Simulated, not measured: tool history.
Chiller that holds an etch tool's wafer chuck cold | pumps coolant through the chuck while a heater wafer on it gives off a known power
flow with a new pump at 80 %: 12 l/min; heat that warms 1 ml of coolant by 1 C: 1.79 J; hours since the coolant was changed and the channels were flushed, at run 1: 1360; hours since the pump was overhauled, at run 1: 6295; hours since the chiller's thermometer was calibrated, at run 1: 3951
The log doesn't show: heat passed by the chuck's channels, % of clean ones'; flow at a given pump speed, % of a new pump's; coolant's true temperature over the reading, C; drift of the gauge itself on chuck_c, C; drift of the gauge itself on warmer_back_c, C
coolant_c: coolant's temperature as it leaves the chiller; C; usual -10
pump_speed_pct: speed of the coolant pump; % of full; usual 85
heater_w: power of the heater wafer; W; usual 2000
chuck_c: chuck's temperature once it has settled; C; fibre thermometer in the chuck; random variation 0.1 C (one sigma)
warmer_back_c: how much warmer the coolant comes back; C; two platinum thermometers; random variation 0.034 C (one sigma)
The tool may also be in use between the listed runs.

run    hour  coolant_c  pump_speed_pct  heater_w  hours since the coolant was changed and the channels were flushed  hours since the pump was overhauled  hours since the chiller's thermometer was calibrated  chuck_c  warmer_back_c
  1     0.0        -10              85      2000                                                               1360                                 6295                                                  3951      7.6           5.30
  2    73.2        -10              85      2000                                                               1433                                 6368                                                  4024      7.5           5.29
  3   187.5        -10              85      2000                                                               1547                                 6482                                                  4138      7.6           5.19
  4   260.7        -10              85      2740                                                               1620                                 6555                                                  4212     14.0           7.10
  5   363.7        -10              85      2740                                                               1723                                 6658                                                  4315     14.0           7.16
  6   485.8        -10              85      2740                                                               1845                                 6780                                                  4437     13.9           7.18
  7   569.3        -10              85      1887                                                               1929                                 6864                                                  4520      6.4           4.96
  8   700.2        -18              90      1099                                                               2060                                 6995                                                  4651     -8.6           2.65
      867.2  -- chiller's thermometer calibrated
  9   867.2        -16              85      2000                                                               2226                                 7161                                                     0      1.4           5.17
 10  1001.0        -16              85      2000                                                               2360                                 7295                                                   134      1.6           5.10
     1107.2  -- coolant pump overhauled
 11  1165.7        -16              85      2000                                                               2519                                   59                                                   294      1.4           5.15

Forecast each of these 5 alternatives for the next run:
  A  1247.5         -9             100      2117                                                               2601                                  140                                                   375        ?              ?
  B  1247.5         -3              85      1097                                                               2601                                  140                                                   375        ?              ?
  C  1247.5         -9              85      2000                                                               2601                                  140                                                   375        ?              ?
  D  1247.5         -9              71      2414                                                               2601                                  140                                                   375        ?              ?
  E  1247.5        -19              90      2539                                                               2601                                  140                                                   375        ?              ?

run  chuck_c  warmer_back_c
  A      8.0           4.64
  B      6.3           2.81
  C      8.5           5.18
  D     14.4           7.45
  E      2.6           6.12
Without the tool's hidden state the same runs would have given:
run  chuck_c  warmer_back_c
  A      8.0           4.78
  B      6.3           2.95
  C      8.5           5.32
  D     14.4           7.59
  E      2.6           6.26
